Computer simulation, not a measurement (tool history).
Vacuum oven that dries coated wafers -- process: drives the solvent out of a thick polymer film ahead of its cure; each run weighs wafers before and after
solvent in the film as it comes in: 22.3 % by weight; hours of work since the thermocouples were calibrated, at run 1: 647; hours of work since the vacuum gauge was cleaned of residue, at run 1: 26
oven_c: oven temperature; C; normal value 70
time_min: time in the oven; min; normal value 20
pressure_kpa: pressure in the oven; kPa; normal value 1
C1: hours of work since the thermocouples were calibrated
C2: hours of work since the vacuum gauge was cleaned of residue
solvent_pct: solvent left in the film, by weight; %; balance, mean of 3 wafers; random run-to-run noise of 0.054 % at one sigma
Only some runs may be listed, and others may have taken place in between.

Run 1, hour 0: usual settings; C1 647; C2 26. Result: solvent_pct 2.38 %.
Run 2, hour 16.2: usual settings; C1 658; C2 37. Result: solvent_pct 2.44 %.
Run 3, hour 32.5: usual settings; C1 669; C2 48. Result: solvent_pct 2.49 %.
Run 4, hour 51.1: usual settings; C1 681; C2 60. Result: solvent_pct 2.46 %.
Run 5, hour 70.4: usual settings; C1 693; C2 72. Result: solvent_pct 2.36 %.
Run 6, hour 85.3: usual settings; C1 703; C2 82. Result: solvent_pct 2.54 %.
Run 7, hour 102.3: usual settings; C1 714; C2 93. Result: solvent_pct 2.53 %.
Run 8, hour 114.6: usual settings; C1 722; C2 101. Result: solvent_pct 2.39 %.
Run 9, hour 131.9: usual settings; C1 734; C2 113. Result: solvent_pct 2.42 %.
Run 10, hour 151.8: usual settings but pressure_kpa 1.82 kPa; C1 747; C2 126. Result: solvent_pct 3.11 %.
At hour 163: oven's thermocouples calibrated.
Run 11, hour 170.9: usual settings but pressure_kpa 1.82 kPa; C1 5; C2 137. Result: solvent_pct 3.31 %.
Run 12, hour 183: usual settings but pressure_kpa 1.82 kPa; C1 13; C2 145. Result: solvent_pct 3.38 %.
At hour 200.7: oven's thermocouples calibrated, once more.
Run 13, hour 204.2: usual settings; C1 2; C2 157. Result: solvent_pct 2.05 %.
Run 14, hour 224: usual settings but oven_c 58 C; C1 15; C2 170. Result: solvent_pct 6.6 %.
Run 15, hour 241: usual settings; C1 26; C2 181. Result: solvent_pct 2.09 %.
Run 16, hour 258.1: usual settings; C1 37; C2 192. Result: solvent_pct 1.97 %.
Run 17, hour 272.1: usual settings; C1 47; C2 201. Result: solvent_pct 2.03 %.
Run 18, hour 286.2: usual settings; C1 56; C2 211. Result: solvent_pct 2.09 %.
Run 19, hour 295.6: usual settings; C1 62; C2 217. Result: solvent_pct 2.06 %.
Run 20, hour 308.5: usual settings; C1 70; C2 225. Result: solvent_pct 2.04 %.
Run 21, hour 320.4: usual settings but oven_c 58 C; C1 78; C2 233. Result: solvent_pct 6.59 %.
Run 22, hour 329.2: usual settings but oven_c 58 C; C1 84; C2 239. Result: solvent_pct 6.68 %.
Run 23, hour 341.6: usual settings but oven_c 58 C; C1 92; C2 247. Result: solvent_pct 6.64 %.
Run 24, hour 356.9: usual settings but oven_c 73 C, time_min 19 min, pressure_kpa 1.66 kPa; C1 102; C2 257. Result: solvent_pct 1.99 %.
Run 25, hour 368.3: usual settings but oven_c 58 C, time_min 31 min, pressure_kpa 1.07 kPa; C1 109; C2 264. Result: solvent_pct 4.22 %.
Run 26, hour 378.4: usual settings but oven_c 72 C, time_min 30 min, pressure_kpa 2.37 kPa; C1 116; C2 271. Result: solvent_pct 1.98 %.
Run 27, hour 389.5: usual settings but oven_c 72 C, time_min 30 min, pressure_kpa 0.97 kPa; C1 123; C2 278. Result: solvent_pct 0.91 %.
Run 28, hour 401.3: usual settings but oven_c 72 C, time_min 30 min, pressure_kpa 0.7 kPa; C1 131; C2 286. Result: solvent_pct 0.78 %.
Run 29, hour 411.9: usual settings but oven_c 72 C, time_min 30 min, pressure_kpa 0.7 kPa; C1 138; C2 293. Result: solvent_pct 0.72 %.
Run 30, hour 420.7: usual settings but oven_c 80 C, time_min 24 min; C1 144; C2 298. Result: solvent_pct 0.66 %.
Run 31, hour 440.3: usual settings but oven_c 80 C, time_min 24 min; C1 156; C2 311. Result: solvent_pct 0.57 %.
Run 32, hour 452.8: usual settings but oven_c 60 C, time_min 23 min, pressure_kpa 2.61 kPa; C1 164; C2 319. Result: solvent_pct 6.49 %.
Run 33, hour 470.8: usual settings but oven_c 72 C, time_min 21 min, pressure_kpa 1.48 kPa; C1 176; C2 331. Result: solvent_pct 1.88 %.
Run 34, hour 479.6: usual settings but oven_c 77 C, time_min 25 min; C1 182; C2 337. Result: solvent_pct 0.76 %.
Run 35, hour 499.6: usual settings but oven_c 62 C, pressure_kpa 1.15 kPa; C1 195; C2 350. Result: solvent_pct 5.17 %.
Run 36, hour 508.7: usual settings but oven_c 62 C, pressure_kpa 1.15 kPa; C1 201; C2 356. Result: solvent_pct 5.15 %.
Run 37, hour 524.9: usual settings but oven_c 62 C, pressure_kpa 1.15 kPa; C1 212; C2 366. Result: solvent_pct 5.09 %.
Run 38, hour 538.6: usual settings but oven_c 63 C, time_min 10 min, pressure_kpa 0.53 kPa; C1 220; C2 375. Result: solvent_pct 8.46 %.
Run 39, hour 558.2: usual settings but oven_c 78 C, time_min 18 min, pressure_kpa 1.41 kPa; C1 233; C2 388. Result: solvent_pct 1.22 %.
Run 40, hour 577.3: usual settings but oven_c 78 C, time_min 18 min, pressure_kpa 1.41 kPa; C1 246; C2 400. Result: solvent_pct 1.23 %.
Run 41, hour 593.8: usual settings but oven_c 78 C, time_min 18 min, pressure_kpa 1.41 kPa; C1 256; C2 411. Result: solvent_pct 1.25 %.
Run 42, hour 609.7: usual settings but oven_c 78 C, time_min 18 min, pressure_kpa 1.41 kPa; C1 267; C2 422. Result: solvent_pct 1.23 %.
Run 43, hour 624.8: usual settings but oven_c 68 C, time_min 34 min, pressure_kpa 1.02 kPa; C1 277; C2 431. Result: solvent_pct 1.46 %.

Forecast each of these 3 alternatives for the next run:
Run A, hour 635.5: usual settings but oven_c 68 C, time_min 24 min, pressure_kpa 1.57 kPa; C1 284; C2 438. Result: solvent_pct ?.
Run B, hour 635.5: usual settings but oven_c 68 C, time_min 19 min, pressure_kpa 1.02 kPa; C1 284; C2 438. Result: solvent_pct ?.
Run C, hour 635.5: usual settings but oven_c 80 C, time_min 28 min, pressure_kpa 0.88 kPa; C1 284; C2 438. Result: solvent_pct ?.

run  solvent_pct
  A         2.71
  B         2.96
  C         0.51
Stripped of hidden state, with their random variation kept, the same runs would have yielded:
run  solvent_pct
  A         2.42
  B         2.63
  C         0.44
